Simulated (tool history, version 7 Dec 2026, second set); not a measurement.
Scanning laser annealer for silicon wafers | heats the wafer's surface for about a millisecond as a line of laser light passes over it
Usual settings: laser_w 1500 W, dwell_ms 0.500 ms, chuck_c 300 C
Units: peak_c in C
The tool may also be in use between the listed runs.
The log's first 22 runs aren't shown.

run,hour,laser_w,dwell_ms,chuck_c,hours of work since the window was cleaned,hours of work since the power meter was calibrated,hours of work since the optics were aligned,peak_c
23,674.3,1398,0.492,276,107,706,840,970
24,703.2,1398,0.492,276,119,718,852,971
25,731.0,1387,0.492,276,131,730,864,960
26,771.4,1387,0.492,276,148,747,881,960
27,796.5,1480,0.500,297,158,757,891,1049
28,818.5,1589,0.375,268,168,767,901,994
29,857.0,1589,0.375,302,184,783,917,1027
30,884.8,1478,0.578,301,196,795,929,1100
31,918.0,1500,0.500,329,210,809,942,1097
32,945.6,1360,0.571,332,221,820,954,1046
33,985.6,1360,0.571,332,238,837,971,1047
34,1011.2,1406,0.477,332,249,848,982,1022
35,1054.8,1406,0.598,316,267,866,1000,1077
36,1087.1,1406,0.598,316,281,880,1014,1078
37,1127.3,1360,0.478,300,298,897,1031,959

5 ways to go on from here, each from the tool as it stands after run 37. What would each give?
A,1154.5,1400,0.500,306,309,908,1042,?
B,1154.5,1360,0.481,300,309,908,1042,?
C,1154.5,1408,0.406,300,309,908,1042,?
D,1154.5,1648,0.565,325,309,908,1042,?
E,1154.5,1376,0.552,269,309,908,1042,?

run,peak_c
A,1005
B,963
C,948
D,1235
E,981
Without the tool's hidden state the same runs would have given:
run,peak_c
A,1005
B,963
C,948
D,1235
E,981
